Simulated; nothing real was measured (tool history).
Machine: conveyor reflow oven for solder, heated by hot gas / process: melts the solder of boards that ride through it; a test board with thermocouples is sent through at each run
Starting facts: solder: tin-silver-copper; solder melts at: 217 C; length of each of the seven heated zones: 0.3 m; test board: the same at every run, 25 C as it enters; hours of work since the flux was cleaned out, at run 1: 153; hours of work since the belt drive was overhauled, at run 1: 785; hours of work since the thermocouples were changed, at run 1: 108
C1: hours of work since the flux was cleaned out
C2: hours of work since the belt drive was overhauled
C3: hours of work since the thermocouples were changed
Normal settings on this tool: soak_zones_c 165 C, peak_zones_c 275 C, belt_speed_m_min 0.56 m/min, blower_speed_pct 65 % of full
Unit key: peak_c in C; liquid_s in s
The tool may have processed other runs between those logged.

{"run": 1, "day": 0.0, "soak_zones_c": 165, "peak_zones_c": 275, "belt_speed_m_min": 0.56, "blower_speed_pct": 65, "C1": 153, "C2": 785, "C3": 108, "peak_c": 247.8, "liquid_s": 40.1}
{"run": 2, "day": 1.112, "soak_zones_c": 165, "peak_zones_c": 275, "belt_speed_m_min": 0.56, "blower_speed_pct": 65, "C1": 166, "C2": 798, "C3": 121, "peak_c": 247.5, "liquid_s": 40.4}
{"day": 3.304, "done": "flux residue cleaned out of gas plates and filters"}
{"run": 3, "day": 3.633, "soak_zones_c": 165, "peak_zones_c": 275, "belt_speed_m_min": 0.56, "blower_speed_pct": 65, "C1": 4, "C2": 825, "C3": 148, "peak_c": 247.7, "liquid_s": 40.6}
{"run": 4, "day": 5.217, "soak_zones_c": 165, "peak_zones_c": 275, "belt_speed_m_min": 0.56, "blower_speed_pct": 65, "C1": 22, "C2": 844, "C3": 166, "peak_c": 247.9, "liquid_s": 40.9}
{"run": 5, "day": 6.867, "soak_zones_c": 165, "peak_zones_c": 275, "belt_speed_m_min": 0.56, "blower_speed_pct": 65, "C1": 41, "C2": 863, "C3": 186, "peak_c": 247.6, "liquid_s": 40.7}
{"run": 6, "day": 9.104, "soak_zones_c": 165, "peak_zones_c": 275, "belt_speed_m_min": 0.56, "blower_speed_pct": 65, "C1": 68, "C2": 889, "C3": 212, "peak_c": 247.9, "liquid_s": 40.5}
{"run": 7, "day": 11.317, "soak_zones_c": 165, "peak_zones_c": 275, "belt_speed_m_min": 0.56, "blower_speed_pct": 65, "C1": 93, "C2": 915, "C3": 237, "peak_c": 247.9, "liquid_s": 40.8}
{"run": 8, "day": 12.85, "soak_zones_c": 165, "peak_zones_c": 275, "belt_speed_m_min": 0.649, "blower_speed_pct": 65, "C1": 111, "C2": 932, "C3": 255, "peak_c": 241, "liquid_s": 29.2}
{"run": 9, "day": 14.021, "soak_zones_c": 165, "peak_zones_c": 275, "belt_speed_m_min": 0.649, "blower_speed_pct": 65, "C1": 125, "C2": 946, "C3": 269, "peak_c": 241, "liquid_s": 29}
{"run": 10, "day": 16.083, "soak_zones_c": 165, "peak_zones_c": 275, "belt_speed_m_min": 0.56, "blower_speed_pct": 65, "C1": 149, "C2": 970, "C3": 293, "peak_c": 247.7, "liquid_s": 41}
{"run": 11, "day": 18.229, "soak_zones_c": 165, "peak_zones_c": 275, "belt_speed_m_min": 0.56, "blower_speed_pct": 65, "C1": 174, "C2": 995, "C3": 318, "peak_c": 247.9, "liquid_s": 40.7}
{"day": 19.746, "done": "flux residue cleaned out of gas plates and filters"}
{"run": 12, "day": 20.85, "soak_zones_c": 165, "peak_zones_c": 275, "belt_speed_m_min": 0.536, "blower_speed_pct": 72, "C1": 13, "C2": 1023, "C3": 346, "peak_c": 253, "liquid_s": 46.9}
{"run": 13, "day": 22.942, "soak_zones_c": 165, "peak_zones_c": 275, "belt_speed_m_min": 0.493, "blower_speed_pct": 77, "C1": 37, "C2": 1048, "C3": 370, "peak_c": 257.7, "liquid_s": 55.1}
{"run": 14, "day": 24.054, "soak_zones_c": 153, "peak_zones_c": 285, "belt_speed_m_min": 0.616, "blower_speed_pct": 66, "C1": 50, "C2": 1061, "C3": 383, "peak_c": 248.9, "liquid_s": 34.5}
{"run": 15, "day": 25.283, "soak_zones_c": 165, "peak_zones_c": 275, "belt_speed_m_min": 0.56, "blower_speed_pct": 60, "C1": 64, "C2": 1075, "C3": 397, "peak_c": 245.3, "liquid_s": 38.2}
{"run": 16, "day": 26.462, "soak_zones_c": 165, "peak_zones_c": 281, "belt_speed_m_min": 0.542, "blower_speed_pct": 82, "C1": 78, "C2": 1089, "C3": 411, "peak_c": 260.9, "liquid_s": 51.1}
{"run": 17, "day": 28.4, "soak_zones_c": 165, "peak_zones_c": 281, "belt_speed_m_min": 0.542, "blower_speed_pct": 82, "C1": 101, "C2": 1111, "C3": 434, "peak_c": 260.8, "liquid_s": 51.2}
{"run": 18, "day": 29.375, "soak_zones_c": 162, "peak_zones_c": 271, "belt_speed_m_min": 0.542, "blower_speed_pct": 82, "C1": 112, "C2": 1122, "C3": 445, "peak_c": 251.7, "liquid_s": 45.4}
{"run": 19, "day": 31.583, "soak_zones_c": 152, "peak_zones_c": 271, "belt_speed_m_min": 0.542, "blower_speed_pct": 82, "C1": 138, "C2": 1148, "C3": 471, "peak_c": 249.6, "liquid_s": 42.2}
{"run": 20, "day": 32.762, "soak_zones_c": 170, "peak_zones_c": 267, "belt_speed_m_min": 0.601, "blower_speed_pct": 51, "C1": 152, "C2": 1162, "C3": 485, "peak_c": 232.1, "liquid_s": 22.8}
{"run": 21, "day": 34.212, "soak_zones_c": 165, "peak_zones_c": 275, "belt_speed_m_min": 0.634, "blower_speed_pct": 65, "C1": 168, "C2": 1179, "C3": 501, "peak_c": 241.9, "liquid_s": 30.6}
{"run": 22, "day": 35.662, "soak_zones_c": 162, "peak_zones_c": 275, "belt_speed_m_min": 0.56, "blower_speed_pct": 65, "C1": 185, "C2": 1196, "C3": 518, "peak_c": 246.7, "liquid_s": 39.6}

3 ways to go on from here, each from the tool as it stands after run 22. What would each give?
{"day": 36.138, "done": "flux residue cleaned out of gas plates and filters"}
{"run": "A", "day": 37.038, "soak_zones_c": 162, "peak_zones_c": 275, "belt_speed_m_min": 0.667, "blower_speed_pct": 72, "C1": 10, "C2": 1209, "C3": 532, "peak_c": "?", "liquid_s": "?"}
{"day": 36.138, "done": "flux residue cleaned out of gas plates and filters"}
{"run": "B", "day": 37.038, "soak_zones_c": 162, "peak_zones_c": 275, "belt_speed_m_min": 0.561, "blower_speed_pct": 78, "C1": 10, "C2": 1209, "C3": 532, "peak_c": "?", "liquid_s": "?"}
{"day": 36.138, "done": "flux residue cleaned out of gas plates and filters"}
{"run": "C", "day": 37.038, "soak_zones_c": 172, "peak_zones_c": 275, "belt_speed_m_min": 0.56, "blower_speed_pct": 61, "C1": 10, "C2": 1209, "C3": 532, "peak_c": "?", "liquid_s": "?"}

run=A peak_c=242.3 liquid_s=29
run=B peak_c=252.5 liquid_s=44.1
run=C peak_c=247.5 liquid_s=42.4
Had the tool no hidden state, the same runs would have come out as:
run=A peak_c=242.2 liquid_s=28.9
run=B peak_c=252.4 liquid_s=44
run=C peak_c=247.4 liquid_s=42.3
